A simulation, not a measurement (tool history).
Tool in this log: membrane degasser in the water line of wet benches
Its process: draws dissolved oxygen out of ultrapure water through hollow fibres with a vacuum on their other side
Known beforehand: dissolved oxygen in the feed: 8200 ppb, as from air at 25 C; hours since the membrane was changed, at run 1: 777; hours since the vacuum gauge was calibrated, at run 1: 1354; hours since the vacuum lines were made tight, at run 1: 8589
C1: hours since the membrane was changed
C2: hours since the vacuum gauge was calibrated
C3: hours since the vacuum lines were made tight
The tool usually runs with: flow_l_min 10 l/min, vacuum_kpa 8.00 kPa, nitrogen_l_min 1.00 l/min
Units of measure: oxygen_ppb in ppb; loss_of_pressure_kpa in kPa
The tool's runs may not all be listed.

{"run": 1, "hour": 0.0, "flow_l_min": 10, "vacuum_kpa": 8.0, "nitrogen_l_min": 1.0, "C1": 777, "C2": 1354, "C3": 8589, "oxygen_ppb": 263.0, "loss_of_pressure_kpa": 65.37}
{"run": 2, "hour": 43.4, "flow_l_min": 13, "vacuum_kpa": 8.0, "nitrogen_l_min": 1.0, "C1": 821, "C2": 1398, "C3": 8633, "oxygen_ppb": 458.7, "loss_of_pressure_kpa": 84.89}
{"run": 3, "hour": 88.4, "flow_l_min": 10, "vacuum_kpa": 8.0, "nitrogen_l_min": 0.51, "C1": 866, "C2": 1443, "C3": 8678, "oxygen_ppb": 361.3, "loss_of_pressure_kpa": 65.31}
{"run": 4, "hour": 140.7, "flow_l_min": 10, "vacuum_kpa": 8.0, "nitrogen_l_min": 1.0, "C1": 918, "C2": 1495, "C3": 8730, "oxygen_ppb": 266.0, "loss_of_pressure_kpa": 65.17}
{"run": 5, "hour": 176.7, "flow_l_min": 10, "vacuum_kpa": 8.61, "nitrogen_l_min": 1.0, "C1": 954, "C2": 1531, "C3": 8766, "oxygen_ppb": 279.8, "loss_of_pressure_kpa": 65.04}
{"run": 6, "hour": 222.4, "flow_l_min": 10, "vacuum_kpa": 13.75, "nitrogen_l_min": 1.0, "C1": 1000, "C2": 1577, "C3": 8812, "oxygen_ppb": 400.2, "loss_of_pressure_kpa": 65.05}
{"run": 7, "hour": 245.8, "flow_l_min": 10, "vacuum_kpa": 16.35, "nitrogen_l_min": 1.0, "C1": 1023, "C2": 1600, "C3": 8835, "oxygen_ppb": 462.2, "loss_of_pressure_kpa": 65.15}
{"run": 8, "hour": 285.9, "flow_l_min": 8, "vacuum_kpa": 8.0, "nitrogen_l_min": 1.0, "C1": 1063, "C2": 1640, "C3": 8875, "oxygen_ppb": 169.4, "loss_of_pressure_kpa": 52.38}
{"run": 9, "hour": 334.6, "flow_l_min": 8, "vacuum_kpa": 8.0, "nitrogen_l_min": 1.0, "C1": 1112, "C2": 1689, "C3": 8924, "oxygen_ppb": 167.5, "loss_of_pressure_kpa": 52.07}
{"run": 10, "hour": 358.2, "flow_l_min": 10, "vacuum_kpa": 8.0, "nitrogen_l_min": 1.0, "C1": 1136, "C2": 1712, "C3": 8947, "oxygen_ppb": 267.3, "loss_of_pressure_kpa": 65.08}
{"run": 11, "hour": 385.1, "flow_l_min": 10, "vacuum_kpa": 8.0, "nitrogen_l_min": 1.0, "C1": 1162, "C2": 1739, "C3": 8974, "oxygen_ppb": 266.4, "loss_of_pressure_kpa": 65.13}
{"run": 12, "hour": 418.7, "flow_l_min": 10, "vacuum_kpa": 7.32, "nitrogen_l_min": 1.0, "C1": 1196, "C2": 1773, "C3": 9008, "oxygen_ppb": 252.1, "loss_of_pressure_kpa": 65.49}
{"run": 13, "hour": 463.6, "flow_l_min": 10, "vacuum_kpa": 7.32, "nitrogen_l_min": 1.0, "C1": 1241, "C2": 1818, "C3": 9053, "oxygen_ppb": 252.8, "loss_of_pressure_kpa": 65.43}
{"run": 14, "hour": 491.7, "flow_l_min": 10, "vacuum_kpa": 7.32, "nitrogen_l_min": 1.0, "C1": 1269, "C2": 1846, "C3": 9081, "oxygen_ppb": 253.8, "loss_of_pressure_kpa": 65.49}
{"run": 15, "hour": 541.2, "flow_l_min": 10, "vacuum_kpa": 8.0, "nitrogen_l_min": 0.59, "C1": 1319, "C2": 1895, "C3": 9131, "oxygen_ppb": 330.8, "loss_of_pressure_kpa": 65.71}
{"run": 16, "hour": 572.9, "flow_l_min": 10, "vacuum_kpa": 8.0, "nitrogen_l_min": 0.59, "C1": 1350, "C2": 1927, "C3": 9162, "oxygen_ppb": 334.8, "loss_of_pressure_kpa": 65.38}
{"run": 17, "hour": 601.2, "flow_l_min": 10, "vacuum_kpa": 8.0, "nitrogen_l_min": 0.59, "C1": 1379, "C2": 1955, "C3": 9190, "oxygen_ppb": 333.5, "loss_of_pressure_kpa": 65.16}
{"run": 18, "hour": 642.0, "flow_l_min": 10, "vacuum_kpa": 8.0, "nitrogen_l_min": 0.59, "C1": 1419, "C2": 1996, "C3": 9231, "oxygen_ppb": 339.0, "loss_of_pressure_kpa": 65.44}
{"run": 19, "hour": 686.0, "flow_l_min": 16, "vacuum_kpa": 6.8, "nitrogen_l_min": 1.63, "C1": 1463, "C2": 2040, "C3": 9275, "oxygen_ppb": 602.1, "loss_of_pressure_kpa": 105.19}
{"run": 20, "hour": 709.2, "flow_l_min": 16, "vacuum_kpa": 13.95, "nitrogen_l_min": 1.63, "C1": 1487, "C2": 2063, "C3": 9299, "oxygen_ppb": 738.6, "loss_of_pressure_kpa": 104.16}
{"run": 21, "hour": 732.7, "flow_l_min": 15, "vacuum_kpa": 13.23, "nitrogen_l_min": 1.0, "C1": 1510, "C2": 2087, "C3": 9322, "oxygen_ppb": 765.7, "loss_of_pressure_kpa": 98.49}
{"run": 22, "hour": 773.0, "flow_l_min": 10, "vacuum_kpa": 8.0, "nitrogen_l_min": 1.04, "C1": 1550, "C2": 2127, "C3": 9362, "oxygen_ppb": 263.2, "loss_of_pressure_kpa": 65.91}
{"run": 23, "hour": 799.4, "flow_l_min": 10, "vacuum_kpa": 8.0, "nitrogen_l_min": 1.04, "C1": 1577, "C2": 2154, "C3": 9389, "oxygen_ppb": 267.4, "loss_of_pressure_kpa": 65.99}
{"run": 24, "hour": 848.4, "flow_l_min": 10, "vacuum_kpa": 8.0, "nitrogen_l_min": 1.04, "C1": 1626, "C2": 2203, "C3": 9438, "oxygen_ppb": 271.1, "loss_of_pressure_kpa": 65.48}
{"run": 25, "hour": 895.1, "flow_l_min": 14, "vacuum_kpa": 17.94, "nitrogen_l_min": 1.0, "C1": 1672, "C2": 2249, "C3": 9484, "oxygen_ppb": 827.9, "loss_of_pressure_kpa": 91.71}
{"run": 26, "hour": 924.7, "flow_l_min": 10, "vacuum_kpa": 12.75, "nitrogen_l_min": 2.81, "C1": 1702, "C2": 2279, "C3": 9514, "oxygen_ppb": 244.2, "loss_of_pressure_kpa": 65.48}
{"run": 27, "hour": 963.0, "flow_l_min": 10, "vacuum_kpa": 10.57, "nitrogen_l_min": 0.87, "C1": 1740, "C2": 2317, "C3": 9552, "oxygen_ppb": 350.4, "loss_of_pressure_kpa": 65.47}
{"run": 28, "hour": 1011.0, "flow_l_min": 16, "vacuum_kpa": 12.18, "nitrogen_l_min": 0.74, "C1": 1788, "C2": 2365, "C3": 9600, "oxygen_ppb": 897.8, "loss_of_pressure_kpa": 104.74}
{"run": 29, "hour": 1063.8, "flow_l_min": 9, "vacuum_kpa": 5.82, "nitrogen_l_min": 2.61, "C1": 1841, "C2": 2418, "C3": 9653, "oxygen_ppb": 138.0, "loss_of_pressure_kpa": 58.84}
{"run": 30, "hour": 1099.4, "flow_l_min": 7, "vacuum_kpa": 8.5, "nitrogen_l_min": 1.46, "C1": 1877, "C2": 2454, "C3": 9689, "oxygen_ppb": 111.4, "loss_of_pressure_kpa": 45.79}
{"run": 31, "hour": 1131.9, "flow_l_min": 16, "vacuum_kpa": 7.56, "nitrogen_l_min": 1.46, "C1": 1909, "C2": 2486, "C3": 9721, "oxygen_ppb": 635.8, "loss_of_pressure_kpa": 104.9}

The same runs without the tool's hidden state, with the same run-to-run variation:
Hidden state at play: membrane still open, %; true pressure behind the membrane over the reading, kPa; air that leaks in behind the membrane, l/min; drift of the gauge itself on oxygen_ppb, %; drift of the gauge itself on loss_of_pressure_kpa, %.
run=1 oxygen_ppb=255.9 loss_of_pressure_kpa=65.05
run=2 oxygen_ppb=449.9 loss_of_pressure_kpa=84.46
run=3 oxygen_ppb=352.8 loss_of_pressure_kpa=64.96
run=4 oxygen_ppb=258.3 loss_of_pressure_kpa=64.79
run=5 oxygen_ppb=271.4 loss_of_pressure_kpa=64.65
run=6 oxygen_ppb=387.0 loss_of_pressure_kpa=64.64
run=7 oxygen_ppb=446.4 loss_of_pressure_kpa=64.73
run=8 oxygen_ppb=162.3 loss_of_pressure_kpa=52.03
run=9 oxygen_ppb=160.3 loss_of_pressure_kpa=51.71
run=10 oxygen_ppb=258.6 loss_of_pressure_kpa=64.62
run=11 oxygen_ppb=257.6 loss_of_pressure_kpa=64.65
run=12 oxygen_ppb=243.7 loss_of_pressure_kpa=65.00
run=13 oxygen_ppb=244.2 loss_of_pressure_kpa=64.93
run=14 oxygen_ppb=245.1 loss_of_pressure_kpa=64.98
run=15 oxygen_ppb=320.5 loss_of_pressure_kpa=65.17
run=16 oxygen_ppb=324.2 loss_of_pressure_kpa=64.83
run=17 oxygen_ppb=322.8 loss_of_pressure_kpa=64.60
run=18 oxygen_ppb=327.9 loss_of_pressure_kpa=64.86
run=19 oxygen_ppb=587.0 loss_of_pressure_kpa=104.23
run=20 oxygen_ppb=719.8 loss_of_pressure_kpa=103.20
run=21 oxygen_ppb=746.3 loss_of_pressure_kpa=97.56
run=22 oxygen_ppb=252.8 loss_of_pressure_kpa=65.28
run=23 oxygen_ppb=256.7 loss_of_pressure_kpa=65.34
run=24 oxygen_ppb=260.0 loss_of_pressure_kpa=64.81
run=25 oxygen_ppb=804.3 loss_of_pressure_kpa=90.76
run=26 oxygen_ppb=233.3 loss_of_pressure_kpa=64.79
run=27 oxygen_ppb=336.1 loss_of_pressure_kpa=64.76
run=28 oxygen_ppb=875.8 loss_of_pressure_kpa=103.57
run=29 oxygen_ppb=131.0 loss_of_pressure_kpa=58.16
run=30 oxygen_ppb=104.1 loss_of_pressure_kpa=45.25
run=31 oxygen_ppb=615.8 loss_of_pressure_kpa=103.65
